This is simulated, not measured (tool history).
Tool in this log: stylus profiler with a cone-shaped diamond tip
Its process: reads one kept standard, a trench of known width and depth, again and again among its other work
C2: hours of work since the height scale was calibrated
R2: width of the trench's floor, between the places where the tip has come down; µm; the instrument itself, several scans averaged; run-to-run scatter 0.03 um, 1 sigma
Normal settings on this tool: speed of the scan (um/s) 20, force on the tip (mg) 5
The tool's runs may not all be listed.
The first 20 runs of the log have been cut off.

Run 21, hour 1355.8: usual settings but speed of the scan (um/s) 29, force on the tip (mg) 1.74; scans with this tip 1455; C2 104. Result: depth of the trench (nm) 201.58, R2 97.96 µm.
Run 22, hour 1434.1: usual settings but speed of the scan (um/s) 29, force on the tip (mg) 1.74; scans with this tip 2037; C2 146. Result: depth of the trench (nm) 201.73, R2 97.91 µm.
Run 23, hour 1512.3: usual settings but speed of the scan (um/s) 29, force on the tip (mg) 3.48; scans with this tip 2618; C2 188. Result: depth of the trench (nm) 202.89, R2 97.95 µm.
Run 24, hour 1571.4: usual settings but speed of the scan (um/s) 12, force on the tip (mg) 10.9; scans with this tip 3056; C2 219. Result: depth of the trench (nm) 206.05, R2 98.09 µm.
Run 25, hour 1648.9: usual settings but speed of the scan (um/s) 23, force on the tip (mg) 2.11; scans with this tip 3631; C2 261. Result: depth of the trench (nm) 201.99, R2 97.96 µm.
Run 26, hour 1706.2: usual settings but speed of the scan (um/s) 55, force on the tip (mg) 2.13; scans with this tip 4057; C2 291. Result: depth of the trench (nm) 202.14, R2 97.7 µm.
Run 27, hour 1791.4: usual settings but force on the tip (mg) 13.63; scans with this tip 4690; C2 337. Result: depth of the trench (nm) 207.08, R2 97.97 µm.
Run 28, hour 1888.1: usual settings but speed of the scan (um/s) 17, force on the tip (mg) 3.22; scans with this tip 5408; C2 388. Result: depth of the trench (nm) 203.04, R2 97.97 µm.
Run 29, hour 1972.9: usual settings but speed of the scan (um/s) 66, force on the tip (mg) 3.19; scans with this tip 6037; C2 434. Result: depth of the trench (nm) 202.91, R2 97.64 µm.
Run 30, hour 2044.8: usual settings but speed of the scan (um/s) 6; scans with this tip 6572; C2 472. Result: depth of the trench (nm) 203.72, R2 98.01 µm.
Run 31, hour 2127.2: usual settings but speed of the scan (um/s) 6; scans with this tip 7183; C2 516. Result: depth of the trench (nm) 203.9, R2 97.91 µm.
Run 32, hour 2208.6: usual settings but speed of the scan (um/s) 11, force on the tip (mg) 11.75; scans with this tip 7788; C2 559. Result: depth of the trench (nm) 206.74, R2 97.91 µm.
Run 33, hour 2298.9: usual settings but speed of the scan (um/s) 33, force on the tip (mg) 2.05; scans with this tip 8458; C2 607. Result: depth of the trench (nm) 202.31, R2 97.66 µm.
Run 34, hour 2398.1: usual settings but force on the tip (mg) 4.01; scans with this tip 9195; C2 660. Result: depth of the trench (nm) 203.51, R2 97.8 µm.
Run 35, hour 2441: usual settings but force on the tip (mg) 4.01; scans with this tip 9513; C2 683. Result: depth of the trench (nm) 203.63, R2 97.74 µm.
Run 36, hour 2528.2: usual settings but force on the tip (mg) 1.87; scans with this tip 10160; C2 730. Result: depth of the trench (nm) 202.56, R2 97.72 µm.
Run 37, hour 2570: usual settings but speed of the scan (um/s) 31; scans with this tip 10471; C2 752. Result: depth of the trench (nm) 204.05, R2 97.74 µm.
Run 38, hour 2647: usual settings but speed of the scan (um/s) 31, force on the tip (mg) 7.55; scans with this tip 11043; C2 793. Result: depth of the trench (nm) 205.46, R2 97.7 µm.
Run 39, hour 2738.2: usual settings but speed of the scan (um/s) 31, force on the tip (mg) 4; scans with this tip 11720; C2 842. Result: depth of the trench (nm) 203.81, R2 97.61 µm.
Run 40, hour 2781.5: usual settings but speed of the scan (um/s) 31, force on the tip (mg) 4; scans with this tip 12041; C2 865. Result: depth of the trench (nm) 203.73, R2 97.62 µm.
Run 41, hour 2837.7: usual settings but force on the tip (mg) 13.62; scans with this tip 12459; C2 895. Result: depth of the trench (nm) 207.71, R2 97.74 µm.
At hour 2858.9: height scale calibrated on a step standard.
Run 42, hour 2932.8: usual settings but force on the tip (mg) 1.91; scans with this tip 13161; C2 39. Result: depth of the trench (nm) 201.87, R2 97.59 µm.
Run 43, hour 3008.7: usual settings but force on the tip (mg) 1.91; scans with this tip 13725; C2 80. Result: depth of the trench (nm) 202.02, R2 97.55 µm.
Run 44, hour 3096.6: usual settings but speed of the scan (um/s) 68, force on the tip (mg) 4.89; scans with this tip 14377; C2 127. Result: depth of the trench (nm) 203.54, R2 97.42 µm.

What if the next run were any one of these 4? Each begins from the tool's condition after run 44:
Run A, hour 3162.5: usual settings but speed of the scan (um/s) 68, force on the tip (mg) 5.1; scans with this tip 14867; C2 162. Result: depth of the trench (nm) ?, R2 ?.
Run B, hour 3162.5: usual settings but speed of the scan (um/s) 9, force on the tip (mg) 1.72; scans with this tip 14867; C2 162. Result: depth of the trench (nm) ?, R2 ?.
Run C, hour 3162.5: usual settings but speed of the scan (um/s) 6, force on the tip (mg) 5.95; scans with this tip 14867; C2 162. Result: depth of the trench (nm) ?, R2 ?.
Run D, hour 3162.5: usual settings but speed of the scan (um/s) 26, force on the tip (mg) 3.63; scans with this tip 14867; C2 162. Result: depth of the trench (nm) ?, R2 ?.

run  depth of the trench (nm)     R2
  A                    203.85   97.3
  B                    201.64  97.57
  C                       204  97.63
  D                    202.96  97.55
Without the tool's hidden state the same runs would have given:
run  depth of the trench (nm)     R2
  A                    203.76  97.87
  B                    201.56  98.13
  C                    203.91  98.19
  D                    202.88  98.12
